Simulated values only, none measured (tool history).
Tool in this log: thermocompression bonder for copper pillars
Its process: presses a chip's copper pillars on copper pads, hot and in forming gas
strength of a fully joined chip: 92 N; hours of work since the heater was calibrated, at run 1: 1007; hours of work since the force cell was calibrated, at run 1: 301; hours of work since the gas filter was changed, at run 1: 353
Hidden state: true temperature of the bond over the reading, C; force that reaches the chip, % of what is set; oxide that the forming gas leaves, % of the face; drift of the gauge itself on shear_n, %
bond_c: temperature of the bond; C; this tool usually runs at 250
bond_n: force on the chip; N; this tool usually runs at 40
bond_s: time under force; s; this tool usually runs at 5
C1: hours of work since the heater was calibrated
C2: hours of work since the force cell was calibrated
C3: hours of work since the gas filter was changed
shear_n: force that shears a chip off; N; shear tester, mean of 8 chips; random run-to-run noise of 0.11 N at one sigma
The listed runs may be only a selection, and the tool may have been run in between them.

{"run": 1, "hour": 0.0, "bond_c": 250, "bond_n": 40, "bond_s": 5, "C1": 1007, "C2": 301, "C3": 353, "shear_n": 36.4}
{"run": 2, "hour": 11.4, "bond_c": 271, "bond_n": 40, "bond_s": 5, "C1": 1015, "C2": 310, "C3": 361, "shear_n": 46.0}
{"run": 3, "hour": 18.1, "bond_c": 271, "bond_n": 40, "bond_s": 5, "C1": 1020, "C2": 315, "C3": 366, "shear_n": 45.6}
{"run": 4, "hour": 24.9, "bond_c": 271, "bond_n": 40, "bond_s": 5, "C1": 1025, "C2": 320, "C3": 371, "shear_n": 45.8}
{"run": 5, "hour": 30.9, "bond_c": 271, "bond_n": 40, "bond_s": 5, "C1": 1030, "C2": 324, "C3": 376, "shear_n": 45.5}
{"run": 6, "hour": 37.1, "bond_c": 271, "bond_n": 40, "bond_s": 5, "C1": 1034, "C2": 329, "C3": 380, "shear_n": 45.4}
{"run": 7, "hour": 45.8, "bond_c": 250, "bond_n": 40, "bond_s": 5, "C1": 1041, "C2": 335, "C3": 387, "shear_n": 36.2}
{"run": 8, "hour": 55.5, "bond_c": 250, "bond_n": 40, "bond_s": 5, "C1": 1048, "C2": 343, "C3": 394, "shear_n": 36.2}
{"run": 9, "hour": 63.3, "bond_c": 250, "bond_n": 40, "bond_s": 5, "C1": 1054, "C2": 348, "C3": 400, "shear_n": 36.4}
{"run": 10, "hour": 73.8, "bond_c": 250, "bond_n": 40, "bond_s": 5, "C1": 1062, "C2": 356, "C3": 407, "shear_n": 36.1}
{"run": 11, "hour": 81.1, "bond_c": 250, "bond_n": 40, "bond_s": 5, "C1": 1067, "C2": 362, "C3": 413, "shear_n": 36.1}
{"hour": 91.7, "done": "forming gas filter changed"}
{"run": 12, "hour": 92.3, "bond_c": 250, "bond_n": 40, "bond_s": 5, "C1": 1075, "C2": 370, "C3": 0, "shear_n": 36.2}
{"run": 13, "hour": 99.2, "bond_c": 250, "bond_n": 40, "bond_s": 5, "C1": 1080, "C2": 375, "C3": 6, "shear_n": 36.0}
{"run": 14, "hour": 108.0, "bond_c": 257, "bond_n": 29, "bond_s": 3, "C1": 1087, "C2": 381, "C3": 12, "shear_n": 27.4}
{"run": 15, "hour": 119.7, "bond_c": 271, "bond_n": 57, "bond_s": 5, "C1": 1096, "C2": 390, "C3": 21, "shear_n": 52.6}
{"run": 16, "hour": 127.7, "bond_c": 250, "bond_n": 56, "bond_s": 4, "C1": 1102, "C2": 396, "C3": 27, "shear_n": 38.9}
{"run": 17, "hour": 134.7, "bond_c": 224, "bond_n": 52, "bond_s": 14, "C1": 1107, "C2": 401, "C3": 32, "shear_n": 43.4}
{"run": 18, "hour": 141.1, "bond_c": 243, "bond_n": 52, "bond_s": 3, "C1": 1111, "C2": 406, "C3": 37, "shear_n": 30.6}
{"run": 19, "hour": 151.9, "bond_c": 250, "bond_n": 24, "bond_s": 3, "C1": 1120, "C2": 414, "C3": 45, "shear_n": 22.5}
{"run": 20, "hour": 158.4, "bond_c": 238, "bond_n": 40, "bond_s": 5, "C1": 1124, "C2": 419, "C3": 50, "shear_n": 30.8}
{"run": 21, "hour": 166.8, "bond_c": 238, "bond_n": 40, "bond_s": 5, "C1": 1131, "C2": 425, "C3": 56, "shear_n": 30.9}
{"run": 22, "hour": 173.7, "bond_c": 238, "bond_n": 40, "bond_s": 5, "C1": 1136, "C2": 430, "C3": 61, "shear_n": 30.9}

4 ways to go on from here, each from the tool as it stands after run 22. What would each give?
{"run": "A", "hour": 181.3, "bond_c": 238, "bond_n": 56, "bond_s": 5, "C1": 1141, "C2": 436, "C3": 67, "shear_n": "?"}
{"run": "B", "hour": 181.3, "bond_c": 243, "bond_n": 40, "bond_s": 4, "C1": 1141, "C2": 436, "C3": 67, "shear_n": "?"}
{"run": "C", "hour": 181.3, "bond_c": 233, "bond_n": 40, "bond_s": 6, "C1": 1141, "C2": 436, "C3": 67, "shear_n": "?"}
{"run": "D", "hour": 181.3, "bond_c": 265, "bond_n": 56, "bond_s": 5, "C1": 1141, "C2": 436, "C3": 67, "shear_n": "?"}

run=A shear_n=36.4
run=B shear_n=30.2
run=C shear_n=31.0
run=D shear_n=49.2
Had the tool no hidden state, the same runs would have come out as:
run=A shear_n=36.9
run=B shear_n=30.6
run=C shear_n=31.4
run=D shear_n=49.9
